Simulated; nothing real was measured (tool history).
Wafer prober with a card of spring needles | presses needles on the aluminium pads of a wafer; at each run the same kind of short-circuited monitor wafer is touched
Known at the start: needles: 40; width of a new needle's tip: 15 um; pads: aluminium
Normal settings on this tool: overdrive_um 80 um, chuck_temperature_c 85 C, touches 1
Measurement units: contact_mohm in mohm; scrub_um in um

run   hour  overdrive_um  chuck_temperature_c  touches  contact_mohm  scrub_um
  1      0            80                   85        1           241     19.08
      12.2  -- tips cleaned on abrasive film
      24.4  -- tips cleaned on abrasive film
      36.5  -- tips cleaned on abrasive film
      48.7  -- tips cleaned on abrasive film
      58.5  -- tips cleaned on abrasive film
      70.7  -- tips cleaned on abrasive film
      80.4  -- tips cleaned on abrasive film
  2   80.5            80                   85        1           239     19.06
      90.2  -- tips cleaned on abrasive film
     102.4  -- tips cleaned on abrasive film
     112.2  -- tips cleaned on abrasive film
     119.7  -- height of the first contact set anew
     124.7  -- tips cleaned on abrasive film
     134.4  -- tips cleaned on abrasive film
     146.6  -- tips cleaned on abrasive film
  3    156            80                   85        1           242     19.04
     158.5  -- tips cleaned on abrasive film
     168.2  -- tips cleaned on abrasive film
     180.4  -- tips cleaned on abrasive film
     192.6  -- tips cleaned on abrasive film
     204.8  -- tips cleaned on abrasive film
       217  -- tips cleaned on abrasive film
     226.7  -- tips cleaned on abrasive film
     238.9  -- tips cleaned on abrasive film
  4  241.8            80                   85        1           244     19.04
     249.1  -- tips cleaned on abrasive film
     261.3  -- tips cleaned on abrasive film
     271.1  -- tips cleaned on abrasive film
     283.2  -- tips cleaned on abrasive film
  5  284.1            80                   85        1           243     19.19
     293.9  -- tips cleaned on abrasive film
     306.1  -- tips cleaned on abrasive film
     318.3  -- tips cleaned on abrasive film
     330.4  -- tips cleaned on abrasive film
     340.2  -- tips cleaned on abrasive film
     352.4  -- tips cleaned on abrasive film
  6  352.6            80                   85        1           237     19.18
     362.3  -- tips cleaned on abrasive film
     374.5  -- tips cleaned on abrasive film
     386.7  -- tips cleaned on abrasive film
     396.5  -- tips cleaned on abrasive film
     408.7  -- tips cleaned on abrasive film
  7  410.9            80                   85        1           242     19.06
     420.7  -- tips cleaned on abrasive film
     430.6  -- height of the first contact set anew
     433.1  -- tips cleaned on abrasive film
     442.9  -- tips cleaned on abrasive film
     455.1  -- tips cleaned on abrasive film
     467.3  -- tips cleaned on abrasive film
     479.4  -- tips cleaned on abrasive film
     489.2  -- tips cleaned on abrasive film
     501.4  -- tips cleaned on abrasive film
  8  505.3            80                   85        1           238     19.23
     512.7  -- tips cleaned on abrasive film
     524.9  -- tips cleaned on abrasive film
       537  -- tips cleaned on abrasive film
     546.8  -- tips cleaned on abrasive film
     557.8  -- tips cleaned on abrasive film
  9  557.8            80                   85        1           241     19.25
       570  -- tips cleaned on abrasive film
     579.8  -- tips cleaned on abrasive film
     591.9  -- tips cleaned on abrasive film
     601.7  -- tips cleaned on abrasive film
     613.9  -- tips cleaned on abrasive film
     625.3  -- tips cleaned on abrasive film
 10  625.3            80                   93        1           240     19.21
       635  -- tips cleaned on abrasive film
     647.2  -- tips cleaned on abrasive film
     659.4  -- tips cleaned on abrasive film
     671.6  -- tips cleaned on abrasive film
     683.7  -- tips cleaned on abrasive film
     695.9  -- tips cleaned on abrasive film
     708.1  -- tips cleaned on abrasive film
     720.3  -- tips cleaned on abrasive film
 11  720.6            80                   85        1           240     19.27
     730.4  -- tips cleaned on abrasive film
     742.6  -- tips cleaned on abrasive film
     742.9  -- height of the first contact set anew
       755  -- tips cleaned on abrasive film
     767.2  -- tips cleaned on abrasive film
     779.4  -- tips cleaned on abrasive film
     789.2  -- tips cleaned on abrasive film
 12  793.4            80                   85        1           245     19.22
     800.7  -- tips cleaned on abrasive film
     812.9  -- tips cleaned on abrasive film
     822.6  -- tips cleaned on abrasive film
     834.8  -- tips cleaned on abrasive film
     844.6  -- tips cleaned on abrasive film
     855.3  -- tips cleaned on abrasive film
 13  855.3            80                   94        2           244     19.36
     867.4  -- tips cleaned on abrasive film
     877.2  -- tips cleaned on abrasive film
     889.4  -- tips cleaned on abrasive film
     901.6  -- tips cleaned on abrasive film
     913.8  -- tips cleaned on abrasive film
     925.9  -- tips cleaned on abrasive film
 14  934.4            61                   27        2           228     14.69
     936.9  -- tips cleaned on abrasive film
     949.1  -- tips cleaned on abrasive film
     961.3  -- tips cleaned on abrasive film
     973.5  -- tips cleaned on abrasive film
     983.2  -- tips cleaned on abrasive film
 15    990            89                   60        1           239     21.47

Run 16 is up next; what results do you expect?
        995  -- tips cleaned on abrasive film
     1007.2  -- tips cleaned on abrasive film
     1019.3  -- tips cleaned on abrasive film
     1031.5  -- tips cleaned on abrasive film
     1041.3  -- tips cleaned on abrasive film
     1053.5  -- tips cleaned on abrasive film
     1053.8  -- height of the first contact set anew
     1065.9  -- tips cleaned on abrasive film
     1078.1  -- tips cleaned on abrasive film
 16  1084.8            89                   29        1             ?         ?

For run 16 the tool returned contact_mohm 225 mohm, scrub_um 21.64 um.
Without the tool's hidden state the same run would have given contact_mohm 225 mohm, scrub_um 21.25 um.
